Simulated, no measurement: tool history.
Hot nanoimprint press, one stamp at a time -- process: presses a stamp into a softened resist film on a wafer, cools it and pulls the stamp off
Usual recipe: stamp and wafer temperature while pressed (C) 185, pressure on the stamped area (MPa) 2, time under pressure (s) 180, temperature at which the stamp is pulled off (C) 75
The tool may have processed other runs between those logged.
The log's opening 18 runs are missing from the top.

run     day  stamp and wafer temperature while pressed (C)  pressure on the stamped area (MPa)  time under pressure (s)  temperature at which the stamp is pulled off (C)  resist left under the stamp's widest pad (angstrom)  greatest force while the stamp is pulled off (N)
      6.529  -- plate thermocouple calibrated
 19   6.662                                            185                                   2                      132                                                78                                                 1586                                               113
 20   6.879                                            183                                1.86                      125                                                72                                                 1718                                               116
 21   7.121                                            185                                   2                      180                                                78                                                 1443                                               110
      7.417  -- gauge calibrated
 22   7.562                                            185                                3.07                      180                                                64                                                 1241                                               129
 23   7.942                                            185                                   2                      104                                                64                                                 1727                                               126
      8.454  -- stamp cleaned and given a new release coat
 24   8.629                                            174                                   2                      281                                                64                                                 1714                                               124
 25   9.062                                            174                                   2                      281                                                64                                                 1709                                               117
 26   9.371                                            179                                2.43                      168                                                72                                                 1618                                               111
 27   9.712                                            178                                   2                      180                                                81                                                 1734                                               107
 28   9.938                                            195                                   2                      180                                                75                                                 1142                                               112
 29  10.346                                            183                                   2                      180                                                66                                                 1547                                               121
 30  10.762                                            183                                2.95                      150                                                66                                                 1407                                               126

4 ways to go on from here, each from the tool as it stands after run 30. What would each give?
  A  11.121                                            175                                2.95                      109                                                78                                                    ?                                                 ?
  B  11.121                                            196                                2.95                      150                                                66                                                    ?                                                 ?
  C  11.121                                            185                                   2                      266                                                75                                                    ?                                                 ?
  D  11.121                                            183                                2.11                      190                                                66                                                    ?                                                 ?

run  resist left under the stamp's widest pad (angstrom)  greatest force while the stamp is pulled off (N)
  A                                                 1843                                               110
  B                                                  983                                               122
  C                                                 1291                                               116
  D                                                 1486                                               124
Without the tool's hidden state the same runs would have given:
run  resist left under the stamp's widest pad (angstrom)  greatest force while the stamp is pulled off (N)
  A                                                 1869                                               110
  B                                                  996                                               122
  C                                                 1309                                               116
  D                                                 1507                                               123
